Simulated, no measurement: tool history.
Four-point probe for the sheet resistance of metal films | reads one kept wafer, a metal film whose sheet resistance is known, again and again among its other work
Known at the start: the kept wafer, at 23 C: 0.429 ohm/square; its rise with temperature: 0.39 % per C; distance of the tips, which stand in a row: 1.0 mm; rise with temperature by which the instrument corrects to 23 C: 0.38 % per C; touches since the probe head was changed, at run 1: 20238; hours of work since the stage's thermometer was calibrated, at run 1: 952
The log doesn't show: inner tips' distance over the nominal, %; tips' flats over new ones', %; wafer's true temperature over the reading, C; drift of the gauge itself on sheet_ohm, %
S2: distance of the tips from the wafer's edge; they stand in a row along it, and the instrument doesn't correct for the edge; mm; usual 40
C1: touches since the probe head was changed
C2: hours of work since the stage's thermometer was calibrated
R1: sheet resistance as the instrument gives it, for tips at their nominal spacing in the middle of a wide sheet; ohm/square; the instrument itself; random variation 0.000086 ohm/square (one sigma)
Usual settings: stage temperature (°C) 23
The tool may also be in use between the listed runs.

{"run": 1, "hour": 0.0, "stage temperature (°C)": 23, "S2": 40, "C1": 20238, "C2": 952, "R1": 0.430754}
{"run": 2, "hour": 13.8, "stage temperature (°C)": 23, "S2": 40, "C1": 20646, "C2": 958, "R1": 0.430662}
{"run": 3, "hour": 27.4, "stage temperature (°C)": 23, "S2": 40, "C1": 21049, "C2": 964, "R1": 0.430954}
{"run": 4, "hour": 49.8, "stage temperature (°C)": 23, "S2": 40, "C1": 21712, "C2": 973, "R1": 0.430848}
{"run": 5, "hour": 71.6, "stage temperature (°C)": 23, "S2": 16, "C1": 22356, "C2": 982, "R1": 0.431612}
{"run": 6, "hour": 93.0, "stage temperature (°C)": 23, "S2": 16, "C1": 22990, "C2": 991, "R1": 0.431753}
{"run": 7, "hour": 102.4, "stage temperature (°C)": 23, "S2": 16, "C1": 23267, "C2": 995, "R1": 0.431718}
{"run": 8, "hour": 117.3, "stage temperature (°C)": 23, "S2": 16, "C1": 23707, "C2": 1001, "R1": 0.431555}
{"run": 9, "hour": 131.8, "stage temperature (°C)": 24, "S2": 40, "C1": 24137, "C2": 1008, "R1": 0.431051}
{"run": 10, "hour": 152.0, "stage temperature (°C)": 24, "S2": 40, "C1": 24736, "C2": 1016, "R1": 0.431051}
{"run": 11, "hour": 163.4, "stage temperature (°C)": 24, "S2": 40, "C1": 25072, "C2": 1021, "R1": 0.431157}
{"run": 12, "hour": 179.6, "stage temperature (°C)": 23, "S2": 40, "C1": 25553, "C2": 1028, "R1": 0.430989}
{"run": 13, "hour": 192.8, "stage temperature (°C)": 23, "S2": 40, "C1": 25943, "C2": 1033, "R1": 0.430826}
{"run": 14, "hour": 215.0, "stage temperature (°C)": 23, "S2": 40, "C1": 26598, "C2": 1043, "R1": 0.431055}
{"run": 15, "hour": 226.3, "stage temperature (°C)": 23, "S2": 13, "C1": 26932, "C2": 1047, "R1": 0.432313}
{"run": 16, "hour": 237.3, "stage temperature (°C)": 23, "S2": 13, "C1": 27258, "C2": 1052, "R1": 0.43231}
{"run": 17, "hour": 247.7, "stage temperature (°C)": 23, "S2": 13, "C1": 27565, "C2": 1056, "R1": 0.432297}
{"run": 18, "hour": 266.1, "stage temperature (°C)": 23, "S2": 40, "C1": 28109, "C2": 1064, "R1": 0.43107}
{"run": 19, "hour": 278.2, "stage temperature (°C)": 23, "S2": 44, "C1": 28469, "C2": 1069, "R1": 0.430862}
{"run": 20, "hour": 292.6, "stage temperature (°C)": 23, "S2": 42, "C1": 28894, "C2": 1075, "R1": 0.431094}
{"run": 21, "hour": 310.7, "stage temperature (°C)": 23, "S2": 3, "C1": 29429, "C2": 1083, "R1": 0.45534}
{"run": 22, "hour": 331.2, "stage temperature (°C)": 23, "S2": 40, "C1": 30035, "C2": 1092, "R1": 0.431123}
{"run": 23, "hour": 344.1, "stage temperature (°C)": 23, "S2": 40, "C1": 30416, "C2": 1097, "R1": 0.431329}
{"run": 24, "hour": 355.3, "stage temperature (°C)": 34, "S2": 6, "C1": 30749, "C2": 1102, "R1": 0.437998}
{"run": 25, "hour": 365.7, "stage temperature (°C)": 34, "S2": 6, "C1": 31056, "C2": 1106, "R1": 0.438014}
{"run": 26, "hour": 376.8, "stage temperature (°C)": 34, "S2": 6, "C1": 31384, "C2": 1111, "R1": 0.437971}
{"run": 27, "hour": 387.4, "stage temperature (°C)": 32, "S2": 68, "C1": 31699, "C2": 1115, "R1": 0.431615}
{"run": 28, "hour": 401.3, "stage temperature (°C)": 29, "S2": 22, "C1": 32109, "C2": 1121, "R1": 0.431874}
{"run": 29, "hour": 417.5, "stage temperature (°C)": 24, "S2": 25, "C1": 32588, "C2": 1128, "R1": 0.431492}
{"hour": 419.0, "done": "stage's thermometer calibrated"}
{"run": 30, "hour": 437.4, "stage temperature (°C)": 27, "S2": 9, "C1": 33164, "C2": 8, "R1": 0.433875}
{"run": 31, "hour": 450.2, "stage temperature (°C)": 21, "S2": 5, "C1": 33540, "C2": 13, "R1": 0.439881}
{"run": 32, "hour": 465.2, "stage temperature (°C)": 21, "S2": 5, "C1": 33984, "C2": 19, "R1": 0.440076}
{"run": 33, "hour": 485.6, "stage temperature (°C)": 33, "S2": 20, "C1": 34588, "C2": 28, "R1": 0.431888}
{"run": 34, "hour": 501.7, "stage temperature (°C)": 33, "S2": 20, "C1": 35064, "C2": 35, "R1": 0.432206}
{"run": 35, "hour": 522.5, "stage temperature (°C)": 23, "S2": 14, "C1": 35681, "C2": 44, "R1": 0.432379}
{"run": 36, "hour": 537.3, "stage temperature (°C)": 18, "S2": 40, "C1": 36119, "C2": 50, "R1": 0.430926}
{"hour": 548.4, "done": "stage's thermometer calibrated, once more"}
{"run": 37, "hour": 548.4, "stage temperature (°C)": 18, "S2": 40, "C1": 36433, "C2": 0, "R1": 0.432055}
{"run": 38, "hour": 563.9, "stage temperature (°C)": 30, "S2": 15, "C1": 36889, "C2": 7, "R1": 0.433524}
{"run": 39, "hour": 576.9, "stage temperature (°C)": 23, "S2": 12, "C1": 37274, "C2": 12, "R1": 0.433682}
{"run": 40, "hour": 588.4, "stage temperature (°C)": 22, "S2": 18, "C1": 37614, "C2": 17, "R1": 0.43286}
{"run": 41, "hour": 611.0, "stage temperature (°C)": 22, "S2": 7, "C1": 38284, "C2": 26, "R1": 0.436908}
{"run": 42, "hour": 621.9, "stage temperature (°C)": 30, "S2": 44, "C1": 38606, "C2": 31, "R1": 0.432622}
{"run": 43, "hour": 637.5, "stage temperature (°C)": 30, "S2": 4, "C1": 39069, "C2": 38, "R1": 0.446588}
{"run": 44, "hour": 650.5, "stage temperature (°C)": 26, "S2": 3, "C1": 39452, "C2": 43, "R1": 0.456598}
{"run": 45, "hour": 660.2, "stage temperature (°C)": 20, "S2": 3, "C1": 39740, "C2": 47, "R1": 0.456309}

Forecast each of these 4 alternatives for the next run:
{"run": "A", "hour": 682.8, "stage temperature (°C)": 27, "S2": 21, "C1": 40407, "C2": 57, "R1": "?"}
{"run": "B", "hour": 682.8, "stage temperature (°C)": 22, "S2": 15, "C1": 40407, "C2": 57, "R1": "?"}
{"run": "C", "hour": 682.8, "stage temperature (°C)": 23, "S2": 16, "C1": 40407, "C2": 57, "R1": "?"}
{"run": "D", "hour": 682.8, "stage temperature (°C)": 22, "S2": 31, "C1": 40407, "C2": 57, "R1": "?"}

run=A R1=0.433075
run=B R1=0.433285
run=C R1=0.432929
run=D R1=0.432368
Without the tool's hidden state the same runs would have given:
run=A R1=0.429821
run=B R1=0.43003
run=C R1=0.429676
run=D R1=0.429118
